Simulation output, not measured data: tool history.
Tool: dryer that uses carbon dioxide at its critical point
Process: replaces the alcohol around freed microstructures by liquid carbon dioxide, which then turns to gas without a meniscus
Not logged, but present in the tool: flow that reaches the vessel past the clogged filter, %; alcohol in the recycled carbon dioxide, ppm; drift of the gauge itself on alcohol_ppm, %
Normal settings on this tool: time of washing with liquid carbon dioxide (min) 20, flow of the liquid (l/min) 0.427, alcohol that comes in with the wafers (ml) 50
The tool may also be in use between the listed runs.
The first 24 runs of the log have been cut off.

run	hour	time of washing with liquid carbon dioxide (min)	flow of the liquid (l/min)	alcohol that comes in with the wafers (ml)	hours of work since the filter was changed	hours of work since the purifier's bed was changed	alcohol left in the vessel before it's heated (ppm by volume)
25	871.1	20	0.427	50	145	202	151
26	900.1	21	0.659	25	168	225	30
# hour 917.1: inlet filter changed
27	942.4	19	0.427	29	20	257	77
28	968.0	19	0.347	29	40	278	224
29	993.6	28	0.348	50	61	298	72
30	1019.6	14	0.569	21	81	319	83
31	1046.5	14	0.569	21	102	340	87
32	1072.1	13	0.578	39	123	360	196
33	1092.6	20	0.427	50	139	376	158
34	1113.5	13	0.515	52	155	393	499
35	1139.9	32	0.521	36	176	414	24
# hour 1144.0: inlet filter changed
36	1184.0	25	0.535	83	32	448	35
37	1222.1	14	0.427	108	62	478	1211
38	1255.6	14	0.427	108	88	505	1306
39	1285.3	14	0.427	108	112	528	1426
40	1323.1	26	0.702	86	142	558	50
41	1344.7	20	0.468	28	159	575	82
# hour 1371.1: inlet filter changed
42	1391.2	20	0.448	50	16	611	86
43	1432.0	16	0.427	43	48	643	273
44	1476.7	19	0.357	50	84	679	416
45	1501.8	19	0.357	50	103	699	440
46	1533.3	15	0.342	45	128	724	1342

Here are 4 independent what-if runs from the current tool condition. What would each one return?
A	1562.9	28	0.427	25	152	747	?
B	1562.9	20	0.346	50	152	747	?
C	1562.9	14	0.316	23	152	747	?
D	1562.9	17	0.682	75	152	747	?

run	alcohol left in the vessel before it's heated (ppm by volume)
A	57
B	508
C	1212
D	71
What these runs would have given with no unlogged condition in the tool:
run	alcohol left in the vessel before it's heated (ppm by volume)
A	8
B	232
C	755
D	15
